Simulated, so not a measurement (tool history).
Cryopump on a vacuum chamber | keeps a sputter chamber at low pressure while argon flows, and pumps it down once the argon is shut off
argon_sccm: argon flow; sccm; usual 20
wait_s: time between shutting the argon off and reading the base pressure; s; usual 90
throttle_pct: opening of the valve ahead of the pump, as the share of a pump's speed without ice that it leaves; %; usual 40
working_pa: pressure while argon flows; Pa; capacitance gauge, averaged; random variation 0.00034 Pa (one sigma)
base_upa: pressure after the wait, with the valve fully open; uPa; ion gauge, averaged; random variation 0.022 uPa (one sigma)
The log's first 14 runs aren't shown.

| run | hour | argon_sccm | wait_s | throttle_pct | hours of work since the pump was warmed up and emptied | hours of work since the cold head was overhauled | hours of work since the chamber's fittings were tightened | working_pa | base_upa |
|---|---|---|---|---|---|---|---|---|---|
| 15 | 331.6 | 20 | 90 | 54 | 43 | 356 | 2287 | 0.0283 | 1.29 |
| 16 | 344.8 | 20 | 90 | 54 | 52 | 366 | 2296 | 0.0284 | 1.3 |
| 17 | 367.9 | 18 | 90 | 54 | 68 | 382 | 2313 | 0.0253 | 1.27 |
| 18 | 392 | 18 | 90 | 54 | 85 | 399 | 2329 | 0.0255 | 1.35 |
| 19 | 410 | 15 | 38 | 16 | 98 | 411 | 2342 | 0.0704 | 2.02 |
| 20 | 426.4 | 20 | 52 | 18 | 109 | 423 | 2354 | 0.0838 | 1.73 |
| 21 | 454.2 | 12 | 37 | 20 | 129 | 442 | 2373 | 0.0458 | 2.09 |
| 22 | 483.3 | 12 | 37 | 20 | 149 | 463 | 2393 | 0.0451 | 2.05 |
| 23 | 513.9 | 12 | 37 | 20 | 171 | 484 | 2415 | 0.0453 | 2.16 |
| 24 | 543.9 | 12 | 37 | 55 | 192 | 505 | 2436 | 0.0171 | 2.12 |
| 25 | 557.1 | 20 | 109 | 40 | 201 | 514 | 2445 | 0.0391 | 1.36 |
| 26 | 573.4 | 20 | 109 | 40 | 212 | 526 | 2457 | 0.0387 | 1.34 |
| 27 | 587.8 | 34 | 90 | 54 | 223 | 536 | 2467 | 0.0499 | 1.45 |
| 28 | 609.1 | 34 | 90 | 54 | 238 | 551 | 2482 | 0.0502 | 1.47 |
| 29 | 631.9 | 23 | 27 | 53 | 253 | 567 | 2498 | 0.035 | 2.57 |

Run 30 comes next. What will it give?
| 30 | 662.9 | 23 | 27 | 53 | 275 | 589 | 2519 | ? | ? |

Run 30 gave working_pa 0.0356 Pa, base_upa 2.66 uPa.
Without the tool's hidden state the same run would have given working_pa 0.0328 Pa, base_upa 1.79 uPa.

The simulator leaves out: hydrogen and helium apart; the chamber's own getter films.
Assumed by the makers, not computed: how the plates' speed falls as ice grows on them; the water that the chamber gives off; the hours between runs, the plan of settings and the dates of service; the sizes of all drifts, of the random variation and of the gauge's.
